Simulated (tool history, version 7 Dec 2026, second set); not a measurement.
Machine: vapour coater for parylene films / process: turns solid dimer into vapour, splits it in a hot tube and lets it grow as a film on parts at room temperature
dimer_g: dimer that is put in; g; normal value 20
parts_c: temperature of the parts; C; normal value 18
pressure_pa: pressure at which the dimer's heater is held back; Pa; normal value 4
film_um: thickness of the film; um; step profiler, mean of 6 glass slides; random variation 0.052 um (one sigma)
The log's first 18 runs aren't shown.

run	hour	dimer_g	parts_c	pressure_pa	hours of work since the trap's valve was overhauled	hours of work since the table's thermometer was calibrated	film_um
# hour 927.7: trap's valve overhauled
19	938.6	20	18	4	6	167	5.89
20	990	20	18	4	32	193	5.89
21	1030.7	20	18	4	53	214	5.93
22	1065.6	20	18	4	71	232	5.92
23	1128.8	20	18	4	104	265	5.98
24	1200.2	22	15	3.28	141	302	6.94
25	1249.9	22	24	2.58	167	327	6.18
26	1300.7	28	18	4	193	354	8.24
27	1341.1	13	11	8.93	214	375	3.88
28	1374.7	34	11	2.23	231	392	11.97
# hour 1390.7: trap's valve overhauled
29	1418.5	20	27	3.13	14	413	5.28
30	1486.5	16	16	4	50	448	4.97
31	1543.3	20	27	5.49	79	477	4.9
32	1607.6	10	28	4.16	112	510	2.49
33	1640.8	10	28	4.16	129	527	2.53
34	1700.4	10	28	4.16	160	558	2.45
35	1761.3	9	19	9.97	192	590	2.41
36	1816.7	22	21	3.76	220	618	6.28
# hour 1850.8: trap's valve overhauled
37	1861.1	22	14	4.23	5	639	6.97
38	1931.2	22	14	4.23	42	676	6.92
39	1966.6	22	14	4.23	60	694	6.86
40	2041.4	23	12	4.23	99	733	7.45
41	2084.2	20	29	11.55	121	755	4.38

Estimate the outcome of run 42 from the log above:
42	2159.7	34	23	5.66	160	794	?

{"run 42": {"film_um": 8.96}}
Minus the tool's unlogged condition, the same run would have read film_um 8.97 um.

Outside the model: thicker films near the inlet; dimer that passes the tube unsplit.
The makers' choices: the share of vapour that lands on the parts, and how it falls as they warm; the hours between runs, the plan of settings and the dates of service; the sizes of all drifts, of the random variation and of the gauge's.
